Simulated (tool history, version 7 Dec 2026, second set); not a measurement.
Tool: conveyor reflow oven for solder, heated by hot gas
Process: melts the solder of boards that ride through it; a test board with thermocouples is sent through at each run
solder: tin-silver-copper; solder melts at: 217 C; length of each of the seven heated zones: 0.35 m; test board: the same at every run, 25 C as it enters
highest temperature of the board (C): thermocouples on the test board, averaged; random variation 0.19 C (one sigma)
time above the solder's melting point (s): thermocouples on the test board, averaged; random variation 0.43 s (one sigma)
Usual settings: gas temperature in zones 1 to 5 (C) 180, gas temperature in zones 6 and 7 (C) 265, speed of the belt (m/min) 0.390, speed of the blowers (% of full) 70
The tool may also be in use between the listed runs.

| run | hour | gas temperature in zones 1 to 5 (C) | gas temperature in zones 6 and 7 (C) | speed of the belt (m/min) | speed of the blowers (% of full) | highest temperature of the board (C) | time above the solder's melting point (s) |
|---|---|---|---|---|---|---|---|
| 1 | 0.0 | 180 | 265 | 0.390 | 70 | 255.7 | 90.2 |
| 2 | 27.0 | 180 | 265 | 0.390 | 70 | 256.3 | 89.9 |
| 3 | 56.0 | 180 | 265 | 0.390 | 70 | 255.8 | 90.1 |
| 4 | 94.0 | 180 | 265 | 0.390 | 70 | 255.8 | 88.8 |
| 5 | 110.3 | 180 | 265 | 0.390 | 70 | 256.1 | 89.5 |
| 6 | 138.2 | 180 | 265 | 0.390 | 70 | 255.9 | 90.0 |
| 7 | 161.3 | 180 | 263 | 0.390 | 70 | 254.4 | 88.0 |
| 8 | 180.0 | 180 | 265 | 0.390 | 70 | 255.9 | 89.8 |
| 9 | 205.3 | 180 | 265 | 0.390 | 70 | 256.0 | 90.4 |
| 10 | 231.7 | 180 | 265 | 0.385 | 70 | 256.6 | 90.8 |
| 11 | 260.3 | 180 | 265 | 0.385 | 70 | 256.4 | 91.1 |
| 12 | 298.4 | 180 | 265 | 0.385 | 70 | 256.3 | 91.0 |
|  | 321.8 | flux residue cleaned out of gas plates and filters |
| 13 | 325.8 | 180 | 265 | 0.385 | 70 | 256.0 | 90.8 |
| 14 | 364.7 | 180 | 265 | 0.390 | 70 | 256.4 | 89.9 |
| 15 | 403.4 | 180 | 265 | 0.390 | 70 | 256.3 | 89.6 |
| 16 | 438.1 | 180 | 265 | 0.445 | 70 | 252.9 | 74.9 |
| 17 | 460.4 | 180 | 265 | 0.445 | 70 | 252.9 | 74.8 |
| 18 | 494.1 | 180 | 265 | 0.390 | 78 | 256.9 | 89.7 |
| 19 | 512.9 | 180 | 265 | 0.340 | 53 | 257.0 | 103.8 |
| 20 | 531.9 | 185 | 265 | 0.457 | 70 | 253.0 | 75.4 |
| 21 | 568.5 | 190 | 261 | 0.462 | 70 | 249.7 | 74.9 |
| 22 | 595.8 | 181 | 265 | 0.352 | 70 | 258.5 | 102.8 |
| 23 | 612.6 | 175 | 265 | 0.334 | 70 | 258.5 | 105.7 |
| 24 | 634.3 | 175 | 265 | 0.334 | 70 | 258.3 | 106.2 |
|  | 664.0 | flux residue cleaned out of gas plates and filters |
| 25 | 664.0 | 195 | 265 | 0.334 | 67 | 259.9 | 118.1 |
| 26 | 686.9 | 195 | 265 | 0.334 | 67 | 259.8 | 118.6 |
|  | 710.9 | thermocouples of zones 6 and 7 changed |
| 27 | 720.9 | 180 | 265 | 0.383 | 78 | 257.2 | 91.9 |
| 28 | 738.7 | 193 | 265 | 0.353 | 78 | 259.7 | 110.8 |
| 29 | 770.2 | 174 | 267 | 0.336 | 70 | 260.1 | 106.4 |
| 30 | 801.3 | 180 | 265 | 0.339 | 77 | 259.3 | 107.5 |

3 ways to go on from here, each from the tool as it stands after run 30. What would each give?
| A | 826.5 | 180 | 263 | 0.429 | 64 | ? | ? |
| B | 826.5 | 180 | 265 | 0.468 | 77 | ? | ? |
| C | 826.5 | 171 | 263 | 0.339 | 73 | ? | ? |

| run | highest temperature of the board (C) | time above the solder's melting point (s) |
|---|---|---|
| A | 251.2 | 76.9 |
| B | 252.0 | 70.1 |
| C | 256.2 | 100.3 |
Without the tool's hidden state the same runs would have given:
| run | highest temperature of the board (C) | time above the solder's melting point (s) |
|---|---|---|
| A | 251.2 | 76.8 |
| B | 252.1 | 70.0 |
| C | 256.3 | 100.2 |

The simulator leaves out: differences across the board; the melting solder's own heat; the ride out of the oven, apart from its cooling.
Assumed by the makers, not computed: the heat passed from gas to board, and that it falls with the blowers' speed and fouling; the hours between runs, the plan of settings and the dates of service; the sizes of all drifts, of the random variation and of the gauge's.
